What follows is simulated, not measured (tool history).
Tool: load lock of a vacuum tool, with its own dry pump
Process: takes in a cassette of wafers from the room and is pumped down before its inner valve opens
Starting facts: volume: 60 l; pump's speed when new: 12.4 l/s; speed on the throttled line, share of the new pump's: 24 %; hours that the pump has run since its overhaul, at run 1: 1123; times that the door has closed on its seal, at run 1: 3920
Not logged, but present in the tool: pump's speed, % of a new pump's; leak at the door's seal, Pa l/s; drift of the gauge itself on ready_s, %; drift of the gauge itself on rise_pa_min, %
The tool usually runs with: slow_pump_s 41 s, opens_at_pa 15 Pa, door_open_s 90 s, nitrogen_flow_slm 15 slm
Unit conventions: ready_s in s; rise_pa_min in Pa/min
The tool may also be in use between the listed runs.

run,day,slow_pump_s,opens_at_pa,door_open_s,nitrogen_flow_slm,hours that the pump has run since its overhaul,times that the door has closed on its seal,"incoming humidity of the room's air, %",ready_s,rise_pa_min
1,0.000,41,15,90,15,1123,3920,46.5,74.3,0.058
2,2.258,41,15,90,15,1178,4135,47.5,74.3,0.055
3,5.104,41,15,146,15,1246,4405,47.7,74.3,0.063
4,9.271,41,15,90,15,1346,4801,46.4,73.7,0.055
5,11.379,41,15,90,15,1396,5001,44.6,74.5,0.053
6,14.700,41,15,90,15,1476,5317,47.0,74.7,0.054
7,17.342,41,15,90,15,1540,5568,47.4,73.9,0.056
8,20.329,41,15,90,15,1611,5852,42.1,73.7,0.048
9,23.529,41,15,90,15,1688,6156,45.1,75.4,0.052
10,27.212,41,15,57,15,1776,6506,47.1,74.9,0.050
11,28.954,41,15,57,15,1818,6672,42.6,74.1,0.046
12,31.425,41,15,90,15,1878,6907,44.7,74.4,0.059
13,34.808,41,15,90,15,1959,7228,48.9,74.0,0.061
14,37.604,41,15,90,15,2026,7494,43.5,74.4,0.049
15,39.583,41,15,90,15,2073,7682,43.5,74.0,0.055
16,41.692,41,15,90,15,2124,7883,46.3,74.4,0.055
17,43.925,78,15,90,15,2178,8095,43.5,102.9,0.054
18,47.600,20,15,90,15,2266,8444,44.6,58.0,0.058
19,51.462,20,15,90,15,2358,8811,43.6,58.2,0.057
20,54.529,28,14,68,16,2432,9103,45.5,65.1,0.052
21,57.375,28,14,62,5,2500,9373,48.8,65.4,0.065
22,59.438,73,22,62,24,2550,9569,42.1,96.8,0.041
23,62.742,41,12,90,28,2629,9883,45.3,75.3,0.050
24,66.025,66,12,90,28,2708,10196,43.7,94.2,0.054
25,67.704,46,11,178,31,2748,10355,42.1,79.2,0.055
26,69.883,41,15,113,11,2801,10562,45.0,74.4,0.064
27,72.088,23,12,63,14,2853,10772,45.5,61.5,0.054
28,74.679,23,12,95,14,2916,11018,44.2,62.3,0.064
29,78.233,41,15,68,15,3001,11356,46.4,74.5,0.060
30,81.908,24,15,83,27,3089,11705,41.1,62.1,0.050
31,85.558,24,15,83,27,3177,12052,44.5,61.5,0.051
32,89.108,24,16,83,27,3262,12390,44.7,62.2,0.058
33,92.842,41,14,90,6,3352,12744,45.5,74.6,0.073

Selected run-to-run steps in ready_s, each split into two signed amounts: the part the tool would show with no hidden state at all (from settings, incoming material and random variation), and the remainder, which goes to the hidden state together with any gauge scatter not common to the measured and the hidden-state-free results:
Run 16 -> 17: slow_pump_s 41 -> 78. ready_s +28.5 s: hidden state -0.2, all else +28.7.
Run 17 -> 18: slow_pump_s 78 -> 20. ready_s -44.9 s: hidden state +0.4, all else -45.3.
Run 21 -> 22: slow_pump_s 28 -> 73, opens_at_pa 14 -> 22, nitrogen_flow_slm 5 -> 24. ready_s +31.4 s: hidden state -0.3, all else +31.7.
